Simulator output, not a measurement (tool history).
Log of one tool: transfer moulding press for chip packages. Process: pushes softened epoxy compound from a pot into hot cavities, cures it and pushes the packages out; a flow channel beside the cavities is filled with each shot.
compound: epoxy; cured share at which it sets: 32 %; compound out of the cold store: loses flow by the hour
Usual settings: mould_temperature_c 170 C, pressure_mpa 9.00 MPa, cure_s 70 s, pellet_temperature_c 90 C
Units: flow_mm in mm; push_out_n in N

run,hour,mould_temperature_c,pressure_mpa,cure_s,pellet_temperature_c,incoming compound's hours out of the cold store,flow_mm,push_out_n
1,0.0,170,9.00,70,90,28.5,761,330
# hour 23.9: cavities cleaned with cleaning compound and waxed
2,25.8,170,9.00,70,90,32.7,743,330
3,44.6,170,9.00,70,90,34.1,739,339
4,78.1,170,9.00,70,90,41.1,719,323
# hour 95.6: cavities cleaned with cleaning compound and waxed
5,114.1,170,7.62,70,90,38.7,673,329
6,143.9,170,10.63,70,90,45.0,771,328
# hour 165.3: cavities cleaned with cleaning compound and waxed
7,174.6,170,9.00,70,90,27.5,763,333
# hour 188.7: plunger's sealing rings changed
8,204.2,170,9.00,70,90,22.0,774,340
9,229.8,170,9.00,70,90,34.7,745,315
# hour 237.9: cavities cleaned with cleaning compound and waxed
10,254.3,170,9.00,70,90,39.8,723,329
11,274.3,165,9.00,70,90,24.9,785,476
12,304.5,165,9.00,70,90,33.3,760,484
# hour 309.5: cavities cleaned with cleaning compound and waxed
13,325.2,170,9.00,70,95,9.8,816,345
14,347.3,169,9.00,70,90,15.7,801,362
# hour 380.1: cavities cleaned with cleaning compound and waxed
15,382.2,170,9.73,87,84,28.6,791,240
16,405.2,170,8.18,110,90,40.4,694,215
17,436.5,170,8.62,110,98,46.9,687,207
# hour 450.8: cavities cleaned with cleaning compound and waxed
18,464.8,170,10.50,53,98,29.0,808,672
19,498.5,177,7.23,60,95,44.7,619,309
20,514.4,177,7.23,60,95,33.4,645,324
# hour 520.9: mould's thermocouples calibrated
# hour 522.4: cavities cleaned with cleaning compound and waxed
21,551.8,172,9.00,70,92,24.2,767,303
# hour 581.4: plunger's sealing rings changed
22,581.4,168,9.00,69,100,14.1,809,398
# hour 594.7: cavities cleaned with cleaning compound and waxed
23,605.1,168,9.00,69,100,16.8,791,377
24,630.0,168,9.00,69,100,11.3,812,400
25,660.0,168,9.00,76,100,28.4,759,301
# hour 665.5: cavities cleaned with cleaning compound and waxed
26,689.4,170,7.11,70,98,21.8,685,332
27,724.1,173,9.00,104,91,8.1,814,211
# hour 736.1: cavities cleaned with cleaning compound and waxed
28,741.4,171,7.23,106,97,13.6,717,207

3 ways to go on from here, each from the tool as it stands after run 28. What would each give?
A,759.3,170,9.00,74,99,30.1,?,?
B,759.3,170,7.23,104,84,22.2,?,?
C,759.3,176,9.25,70,81,14.0,?,?

run,flow_mm,push_out_n
A,752,277
B,698,217
C,803,255
Without the tool's hidden state the same runs would have given:
run,flow_mm,push_out_n
A,752,274
B,698,215
C,803,252
